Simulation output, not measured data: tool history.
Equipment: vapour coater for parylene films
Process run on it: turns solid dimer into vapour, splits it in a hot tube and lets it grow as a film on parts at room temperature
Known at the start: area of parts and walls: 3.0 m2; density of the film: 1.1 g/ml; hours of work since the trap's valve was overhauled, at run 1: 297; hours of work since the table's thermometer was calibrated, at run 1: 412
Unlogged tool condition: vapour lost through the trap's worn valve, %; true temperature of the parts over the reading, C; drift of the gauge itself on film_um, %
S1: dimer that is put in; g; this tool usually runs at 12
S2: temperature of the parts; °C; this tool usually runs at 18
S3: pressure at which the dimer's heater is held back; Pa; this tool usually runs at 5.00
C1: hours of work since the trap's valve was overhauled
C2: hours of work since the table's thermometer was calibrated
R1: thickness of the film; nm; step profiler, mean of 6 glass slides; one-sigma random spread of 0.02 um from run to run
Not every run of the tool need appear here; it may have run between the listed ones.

Run 1, hour 0.0: usual settings; C1 297; C2 412. Result: R1 2440 nm.
Run 2, hour 10.3: usual settings but S1 18 g; C1 304; C2 420. Result: R1 3640 nm.
Run 3, hour 21.7: usual settings but S1 18 g, S3 2.16 Pa; C1 313; C2 429. Result: R1 4250 nm.
Run 4, hour 35.5: usual settings; C1 323; C2 439. Result: R1 2460 nm.
Run 5, hour 45.9: usual settings; C1 331; C2 447. Result: R1 2430 nm.
Run 6, hour 54.1: usual settings but S1 7 g; C1 337; C2 453. Result: R1 1430 nm.
Run 7, hour 67.5: usual settings but S1 7 g, S2 25 °C; C1 347; C2 463. Result: R1 990 nm.
Run 8, hour 78.7: usual settings but S1 7 g, S2 25 °C; C1 356; C2 471. Result: R1 1020 nm.
Run 9, hour 91.2: usual settings but S1 7 g, S2 25 °C; C1 365; C2 481. Result: R1 1000 nm.
Run 10, hour 100.5: usual settings but S3 11.34 Pa; C1 372; C2 488. Result: R1 2110 nm.
Run 11, hour 111.3: usual settings but S3 11.34 Pa; C1 380; C2 496. Result: R1 2110 nm.
Run 12, hour 124.5: usual settings but S3 10.82 Pa; C1 390; C2 506. Result: R1 2100 nm.
Run 13, hour 133.8: usual settings but S3 5.28 Pa; C1 397; C2 513. Result: R1 2380 nm.
Run 14, hour 147.9: usual settings but S3 5.28 Pa; C1 408; C2 523. Result: R1 2390 nm.
Run 15, hour 155.7: usual settings but S3 5.28 Pa; C1 413; C2 529. Result: R1 2380 nm.
Run 16, hour 162.5: usual settings but S3 5.28 Pa; C1 418; C2 534. Result: R1 2400 nm.
Run 17, hour 176.5: usual settings but S3 5.28 Pa; C1 429; C2 544. Result: R1 2350 nm.
Run 18, hour 191.5: usual settings but S2 13 °C; C1 440; C2 556. Result: R1 3040 nm.
Run 19, hour 205.4: usual settings but S2 13 °C; C1 451; C2 566. Result: R1 3090 nm.
Run 20, hour 214.7: usual settings but S2 13 °C; C1 458; C2 573. Result: R1 3080 nm.
At hour 219.9: trap's valve overhauled.
Run 21, hour 227.2: usual settings but S2 13 °C; C1 5; C2 579. Result: R1 2950 nm.
Run 22, hour 239.9: usual settings but S2 13 °C, S3 11.79 Pa; C1 15; C2 589. Result: R1 2500 nm.
Run 23, hour 253.6: usual settings but S1 20 g, S2 26 °C, S3 2.05 Pa; C1 25; C2 599. Result: R1 3040 nm.
Run 24, hour 265.5: usual settings but S1 17 g, S3 10.31 Pa; C1 34; C2 608. Result: R1 2840 nm.
At hour 276.6: trap's valve overhauled, once more.
Run 25, hour 280.9: usual settings but S1 8 g, S2 22 °C; C1 3; C2 617. Result: R1 1420 nm.
Run 26, hour 290.8: usual settings but S1 8 g, S2 22 °C; C1 11; C2 624. Result: R1 1420 nm.
Run 27, hour 298.4: usual settings but S1 11 g, S2 22 °C, S3 2.95 Pa; C1 16; C2 630. Result: R1 2100 nm.
Run 28, hour 305.8: usual settings but S1 6 g, S2 24 °C, S3 8.59 Pa; C1 22; C2 635. Result: R1 880 nm.
Run 29, hour 319.0: usual settings but S1 6 g, S2 24 °C, S3 8.59 Pa; C1 32; C2 645. Result: R1 840 nm.
Run 30, hour 331.6: usual settings but S1 6 g, S2 24 °C, S3 8.59 Pa; C1 41; C2 655. Result: R1 870 nm.
Run 31, hour 341.6: usual settings but S1 20 g, S2 26 °C, S3 2.80 Pa; C1 49; C2 662. Result: R1 3150 nm.
Run 32, hour 354.2: usual settings but S1 20 g, S2 10 °C; C1 58; C2 672. Result: R1 5880 nm.
Run 33, hour 360.5: usual settings but S1 20 g, S2 10 °C; C1 63; C2 676. Result: R1 5830 nm.
Run 34, hour 368.8: usual settings but S3 7.98 Pa; C1 69; C2 683. Result: R1 2290 nm.
Run 35, hour 378.6: usual settings but S3 7.98 Pa; C1 76; C2 690. Result: R1 2310 nm.
Run 36, hour 391.4: usual settings but S1 9 g, S2 12 °C, S3 4.30 Pa; C1 86; C2 699. Result: R1 2640 nm.
Run 37, hour 399.4: usual settings but S1 17 g, S2 30 °C, S3 4.57 Pa; C1 92; C2 705. Result: R1 1980 nm.
Run 38, hour 405.5: usual settings but S1 17 g, S2 30 °C, S3 4.57 Pa; C1 97; C2 710. Result: R1 2000 nm.
Run 39, hour 415.2: usual settings but S1 7 g, S2 17 °C, S3 3.26 Pa; C1 104; C2 717. Result: R1 1680 nm.
Run 40, hour 421.3: usual settings but S1 7 g, S2 17 °C, S3 3.26 Pa; C1 108; C2 722. Result: R1 1640 nm.
Run 41, hour 435.3: usual settings but S1 7 g, S2 17 °C, S3 3.26 Pa; C1 119; C2 732. Result: R1 1660 nm.
Run 42, hour 445.2: usual settings but S1 22 g, S3 11.88 Pa; C1 126; C2 740. Result: R1 3900 nm.

Some steps in R1, run to run, broken into two amounts with sign: the step expected even without the hidden condition (settings, incoming material, random variation), and the rest, left for the hidden condition together with whatever gauge scatter is not in both the measured and the hidden-condition-free result:
Run 3 -> 4: S1 18 -> 12, S3 2.16 -> 5.00. R1 -1790 nm: hidden state +110, all else -1900.
Run 9 -> 10: S1 7 -> 12, S2 25 -> 18, S3 5.00 -> 11.34. R1 +1110 nm: hidden state -100, all else +1210.
Run 24 -> 25: S1 17 -> 8, S2 18 -> 22, S3 10.31 -> 5.00, trap's valve overhauled, once more. R1 -1420 nm: hidden state +360, all else -1780.
Run 30 -> 31: S1 6 -> 20, S2 24 -> 26, S3 8.59 -> 2.80. R1 +2280 nm: hidden state -80, all else +2360.
Run 31 -> 32: S2 26 -> 10, S3 2.80 -> 5.00. R1 +2730 nm: hidden state +30, all else +2700.
Run 33 -> 34: S1 20 -> 12, S2 10 -> 18, S3 5.00 -> 7.98. R1 -3540 nm: hidden state +10, all else -3550.
